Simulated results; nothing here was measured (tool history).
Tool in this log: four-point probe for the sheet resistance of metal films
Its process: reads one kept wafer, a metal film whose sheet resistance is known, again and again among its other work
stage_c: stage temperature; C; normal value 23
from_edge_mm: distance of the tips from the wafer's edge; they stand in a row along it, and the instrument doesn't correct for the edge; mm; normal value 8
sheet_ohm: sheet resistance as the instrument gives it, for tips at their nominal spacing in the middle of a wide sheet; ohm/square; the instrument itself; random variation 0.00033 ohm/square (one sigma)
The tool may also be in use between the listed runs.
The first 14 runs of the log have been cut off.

run 15 hour=470.3 | stage_c=25 from_edge_mm=8 | sheet_ohm=1.648537
run 16 hour=493.8 | stage_c=27 from_edge_mm=8 | sheet_ohm=1.644457
run 17 hour=518.9 | stage_c=23 from_edge_mm=8 | sheet_ohm=1.651531
run 18 hour=553.0 | stage_c=23 from_edge_mm=8 | sheet_ohm=1.652310
run 19 hour=575.7 | stage_c=23 from_edge_mm=10 | sheet_ohm=1.650598
run 20 hour=604.8 | stage_c=23 from_edge_mm=8 | sheet_ohm=1.651780
run 21 hour=632.0 | stage_c=23 from_edge_mm=54 | sheet_ohm=1.648890
run 22 hour=652.9 | stage_c=26 from_edge_mm=8 | sheet_ohm=1.646727
run 23 hour=677.4 | stage_c=26 from_edge_mm=8 | sheet_ohm=1.646743
run 24 hour=716.0 | stage_c=23 from_edge_mm=36 | sheet_ohm=1.648839
run 25 hour=740.5 | stage_c=20 from_edge_mm=10 | sheet_ohm=1.657152
run 26 hour=782.9 | stage_c=19 from_edge_mm=68 | sheet_ohm=1.656515
run 27 hour=817.8 | stage_c=19 from_edge_mm=68 | sheet_ohm=1.656342
run 28 hour=839.6 | stage_c=19 from_edge_mm=68 | sheet_ohm=1.656293
run 29 hour=879.8 | stage_c=19 from_edge_mm=68 | sheet_ohm=1.656615
run 30 hour=924.0 | stage_c=19 from_edge_mm=9 | sheet_ohm=1.658757

What does the tool deliver on the next run?
run 31 hour=955.0 | stage_c=19 from_edge_mm=9 | sheet_ohm=?

{"run 31": {"sheet_ohm": 1.659082}}
The same run, on a tool lacking any hidden state, would have yielded sheet_ohm 1.656527 ohm/square.

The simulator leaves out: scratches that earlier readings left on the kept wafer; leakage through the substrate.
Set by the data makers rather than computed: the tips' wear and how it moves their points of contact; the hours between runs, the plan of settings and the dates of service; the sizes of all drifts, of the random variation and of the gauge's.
